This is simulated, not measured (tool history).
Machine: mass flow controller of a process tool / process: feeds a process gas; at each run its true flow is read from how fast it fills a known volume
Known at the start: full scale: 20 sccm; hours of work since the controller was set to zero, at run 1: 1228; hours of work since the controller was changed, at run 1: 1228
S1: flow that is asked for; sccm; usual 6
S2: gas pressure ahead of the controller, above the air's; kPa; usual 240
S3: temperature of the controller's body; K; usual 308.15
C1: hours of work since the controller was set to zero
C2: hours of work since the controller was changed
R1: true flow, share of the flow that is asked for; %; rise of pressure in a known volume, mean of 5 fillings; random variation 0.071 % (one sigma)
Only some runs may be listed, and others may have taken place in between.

{"run": 1, "hour": 0.0, "S1": 6, "S2": 240, "S3": 308.15, "C1": 1228, "C2": 1228, "R1": 99.15}
{"run": 2, "hour": 78.3, "S1": 6, "S2": 240, "S3": 308.15, "C1": 1277, "C2": 1277, "R1": 99.13}
{"run": 3, "hour": 163.0, "S1": 6, "S2": 240, "S3": 308.15, "C1": 1331, "C2": 1331, "R1": 98.99}
{"run": 4, "hour": 218.9, "S1": 6, "S2": 240, "S3": 308.15, "C1": 1366, "C2": 1366, "R1": 99.06}
{"run": 5, "hour": 299.7, "S1": 15, "S2": 240, "S3": 308.15, "C1": 1417, "C2": 1417, "R1": 100.1}
{"run": 6, "hour": 375.1, "S1": 3, "S2": 240, "S3": 308.15, "C1": 1465, "C2": 1465, "R1": 98.14}
{"run": 7, "hour": 426.3, "S1": 6, "S2": 240, "S3": 294.15, "C1": 1497, "C2": 1497, "R1": 97.79}
{"hour": 433.0, "done": "controller's zero set anew"}
{"run": 8, "hour": 493.1, "S1": 6, "S2": 240, "S3": 304.15, "C1": 38, "C2": 1539, "R1": 98.24}
{"run": 9, "hour": 566.4, "S1": 6, "S2": 240, "S3": 304.15, "C1": 84, "C2": 1585, "R1": 98.11}
{"hour": 611.0, "done": "controller's zero set anew, once more"}
{"run": 10, "hour": 635.8, "S1": 3, "S2": 240, "S3": 308.15, "C1": 16, "C2": 1628, "R1": 99.24}
{"run": 11, "hour": 722.8, "S1": 3, "S2": 240, "S3": 308.15, "C1": 70, "C2": 1683, "R1": 99.06}
{"run": 12, "hour": 789.2, "S1": 13, "S2": 140, "S3": 308.15, "C1": 112, "C2": 1725, "R1": 99.6}
{"run": 13, "hour": 866.4, "S1": 14, "S2": 257, "S3": 308.15, "C1": 161, "C2": 1774, "R1": 100.13}
{"run": 14, "hour": 917.0, "S1": 8, "S2": 263, "S3": 294.15, "C1": 193, "C2": 1806, "R1": 98.41}
{"run": 15, "hour": 1005.2, "S1": 16, "S2": 240, "S3": 303.15, "C1": 249, "C2": 1861, "R1": 99.57}
{"run": 16, "hour": 1079.5, "S1": 11, "S2": 201, "S3": 300.15, "C1": 295, "C2": 1908, "R1": 98.86}
{"run": 17, "hour": 1123.4, "S1": 14, "S2": 240, "S3": 308.15, "C1": 323, "C2": 1936, "R1": 99.91}
{"run": 18, "hour": 1208.0, "S1": 5, "S2": 240, "S3": 308.15, "C1": 376, "C2": 1989, "R1": 99.15}
{"run": 19, "hour": 1279.5, "S1": 5, "S2": 240, "S3": 308.15, "C1": 422, "C2": 2034, "R1": 99.09}
{"run": 20, "hour": 1351.9, "S1": 17, "S2": 257, "S3": 309.15, "C1": 467, "C2": 2080, "R1": 100.23}

3 options for the next run, each taken on its own from the tool as it stands now. Forecast them:
{"run": "A", "hour": 1433.3, "S1": 4, "S2": 252, "S3": 309.15, "C1": 519, "C2": 2131, "R1": "?"}
{"run": "B", "hour": 1433.3, "S1": 17, "S2": 257, "S3": 303.15, "C1": 519, "C2": 2131, "R1": "?"}
{"run": "C", "hour": 1433.3, "S1": 17, "S2": 257, "S3": 310.15, "C1": 519, "C2": 2131, "R1": "?"}

run=A R1=99
run=B R1=99.6
run=C R1=100.42
With no hidden state in the tool, these same runs would have given:
run=A R1=100.11
run=B R1=100.4
run=C R1=101.23
